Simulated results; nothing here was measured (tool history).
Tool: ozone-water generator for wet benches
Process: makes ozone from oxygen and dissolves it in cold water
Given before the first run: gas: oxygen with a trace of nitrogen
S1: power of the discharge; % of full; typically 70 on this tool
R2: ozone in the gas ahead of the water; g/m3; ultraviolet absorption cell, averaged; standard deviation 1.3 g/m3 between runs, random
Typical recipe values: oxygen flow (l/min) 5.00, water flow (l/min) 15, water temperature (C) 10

{"run": 1, "day": 0.0, "S1": 70, "oxygen flow (l/min)": 5.0, "water flow (l/min)": 15, "water temperature (C)": 10, "dissolved ozone (ppm)": 26.9, "R2": 232.3}
{"run": 2, "day": 2.554, "S1": 70, "oxygen flow (l/min)": 5.0, "water flow (l/min)": 15, "water temperature (C)": 10, "dissolved ozone (ppm)": 26.8, "R2": 231.4}
{"run": 3, "day": 4.721, "S1": 70, "oxygen flow (l/min)": 5.0, "water flow (l/min)": 11, "water temperature (C)": 10, "dissolved ozone (ppm)": 36.3, "R2": 230.0}
{"run": 4, "day": 6.883, "S1": 70, "oxygen flow (l/min)": 5.0, "water flow (l/min)": 11, "water temperature (C)": 10, "dissolved ozone (ppm)": 35.9, "R2": 228.4}
{"run": 5, "day": 8.642, "S1": 70, "oxygen flow (l/min)": 5.0, "water flow (l/min)": 15, "water temperature (C)": 10, "dissolved ozone (ppm)": 27.0, "R2": 228.6}
{"run": 6, "day": 10.521, "S1": 70, "oxygen flow (l/min)": 5.0, "water flow (l/min)": 15, "water temperature (C)": 13, "dissolved ozone (ppm)": 25.8, "R2": 229.4}
{"run": 7, "day": 14.654, "S1": 70, "oxygen flow (l/min)": 5.0, "water flow (l/min)": 15, "water temperature (C)": 10, "dissolved ozone (ppm)": 26.9, "R2": 227.7}
{"run": 8, "day": 18.208, "S1": 70, "oxygen flow (l/min)": 5.0, "water flow (l/min)": 15, "water temperature (C)": 10, "dissolved ozone (ppm)": 27.2, "R2": 224.8}
{"run": 9, "day": 21.825, "S1": 70, "oxygen flow (l/min)": 5.0, "water flow (l/min)": 15, "water temperature (C)": 10, "dissolved ozone (ppm)": 26.6, "R2": 226.4}
{"run": 10, "day": 23.792, "S1": 70, "oxygen flow (l/min)": 5.0, "water flow (l/min)": 15, "water temperature (C)": 10, "dissolved ozone (ppm)": 26.5, "R2": 226.5}
{"run": 11, "day": 26.192, "S1": 70, "oxygen flow (l/min)": 5.0, "water flow (l/min)": 15, "water temperature (C)": 10, "dissolved ozone (ppm)": 26.4, "R2": 225.6}
{"run": 12, "day": 27.95, "S1": 70, "oxygen flow (l/min)": 5.0, "water flow (l/min)": 15, "water temperature (C)": 10, "dissolved ozone (ppm)": 26.4, "R2": 224.7}
{"run": 13, "day": 30.975, "S1": 70, "oxygen flow (l/min)": 5.0, "water flow (l/min)": 15, "water temperature (C)": 10, "dissolved ozone (ppm)": 26.3, "R2": 226.0}
{"run": 14, "day": 35.179, "S1": 70, "oxygen flow (l/min)": 5.0, "water flow (l/min)": 11, "water temperature (C)": 10, "dissolved ozone (ppm)": 34.7, "R2": 224.0}
{"run": 15, "day": 38.175, "S1": 70, "oxygen flow (l/min)": 5.0, "water flow (l/min)": 11, "water temperature (C)": 10, "dissolved ozone (ppm)": 34.4, "R2": 223.7}
{"run": 16, "day": 40.679, "S1": 70, "oxygen flow (l/min)": 5.0, "water flow (l/min)": 11, "water temperature (C)": 10, "dissolved ozone (ppm)": 34.4, "R2": 222.7}
{"run": 17, "day": 43.071, "S1": 70, "oxygen flow (l/min)": 5.0, "water flow (l/min)": 11, "water temperature (C)": 10, "dissolved ozone (ppm)": 34.0, "R2": 221.9}
{"run": 18, "day": 45.675, "S1": 44, "oxygen flow (l/min)": 7.57, "water flow (l/min)": 11, "water temperature (C)": 9, "dissolved ozone (ppm)": 25.8, "R2": 139.3}
{"run": 19, "day": 49.162, "S1": 44, "oxygen flow (l/min)": 7.57, "water flow (l/min)": 11, "water temperature (C)": 9, "dissolved ozone (ppm)": 26.9, "R2": 140.9}
{"run": 20, "day": 52.642, "S1": 64, "oxygen flow (l/min)": 5.0, "water flow (l/min)": 14, "water temperature (C)": 16, "dissolved ozone (ppm)": 24.1, "R2": 204.5}
{"run": 21, "day": 56.404, "S1": 64, "oxygen flow (l/min)": 5.0, "water flow (l/min)": 14, "water temperature (C)": 16, "dissolved ozone (ppm)": 23.7, "R2": 206.9}
{"run": 22, "day": 59.0, "S1": 51, "oxygen flow (l/min)": 3.04, "water flow (l/min)": 14, "water temperature (C)": 11, "dissolved ozone (ppm)": 20.1, "R2": 215.4}
{"run": 23, "day": 60.742, "S1": 42, "oxygen flow (l/min)": 5.0, "water flow (l/min)": 15, "water temperature (C)": 12, "dissolved ozone (ppm)": 18.1, "R2": 157.5}
{"run": 24, "day": 64.412, "S1": 70, "oxygen flow (l/min)": 6.73, "water flow (l/min)": 15, "water temperature (C)": 8, "dissolved ozone (ppm)": 27.8, "R2": 195.1}
{"run": 25, "day": 67.167, "S1": 97, "oxygen flow (l/min)": 3.17, "water flow (l/min)": 13, "water temperature (C)": 8, "dissolved ozone (ppm)": 34.2, "R2": 317.9}
{"run": 26, "day": 69.462, "S1": 46, "oxygen flow (l/min)": 4.35, "water flow (l/min)": 15, "water temperature (C)": 9, "dissolved ozone (ppm)": 19.2, "R2": 173.5}
{"run": 27, "day": 73.475, "S1": 40, "oxygen flow (l/min)": 5.0, "water flow (l/min)": 15, "water temperature (C)": 18, "dissolved ozone (ppm)": 15.6, "R2": 150.8}
{"run": 28, "day": 76.204, "S1": 40, "oxygen flow (l/min)": 3.02, "water flow (l/min)": 21, "water temperature (C)": 18, "dissolved ozone (ppm)": 10.0, "R2": 183.0}
{"run": 29, "day": 79.954, "S1": 40, "oxygen flow (l/min)": 3.02, "water flow (l/min)": 21, "water temperature (C)": 18, "dissolved ozone (ppm)": 9.9, "R2": 180.2}
{"run": 30, "day": 82.346, "S1": 42, "oxygen flow (l/min)": 3.01, "water flow (l/min)": 15, "water temperature (C)": 14, "dissolved ozone (ppm)": 15.5, "R2": 186.9}
{"run": 31, "day": 85.262, "S1": 42, "oxygen flow (l/min)": 7.24, "water flow (l/min)": 11, "water temperature (C)": 14, "dissolved ozone (ppm)": 22.8, "R2": 134.6}
{"run": 32, "day": 88.342, "S1": 70, "oxygen flow (l/min)": 2.68, "water flow (l/min)": 15, "water temperature (C)": 7, "dissolved ozone (ppm)": 22.2, "R2": 269.7}
{"run": 33, "day": 90.417, "S1": 70, "oxygen flow (l/min)": 2.68, "water flow (l/min)": 15, "water temperature (C)": 7, "dissolved ozone (ppm)": 21.8, "R2": 268.8}

Withheld: 2 entries from between the runs. Position of each, and hidden state at the listed run before versus the listed run after:
In the gap between runs 13 and 14: contactor cleaned (day 31.450)
  yield of the discharge, % of new electrodes': 94.3 -> 93.9; contactor's efficiency, % of a clean one's: 96.6 -> 95; true water temperature over the reading, C: 0.41 -> 0.42
  measured result minus the result with no hidden state, dissolved ozone (ppm): -2.3 -> -3.4; R2: -13.8 -> -14.4 g/m3
In the gap between runs 18 and 19: contactor cleaned, once more (day 48.692)
  yield of the discharge, % of new electrodes': 93 -> 92.7; contactor's efficiency, % of a clean one's: 94.4 -> 99.9; true water temperature over the reading, C: 0.46 -> 0.47
  measured result minus the result with no hidden state, dissolved ozone (ppm): -2.3 -> -1.7; R2: -7.1 -> -7.5 g/m3

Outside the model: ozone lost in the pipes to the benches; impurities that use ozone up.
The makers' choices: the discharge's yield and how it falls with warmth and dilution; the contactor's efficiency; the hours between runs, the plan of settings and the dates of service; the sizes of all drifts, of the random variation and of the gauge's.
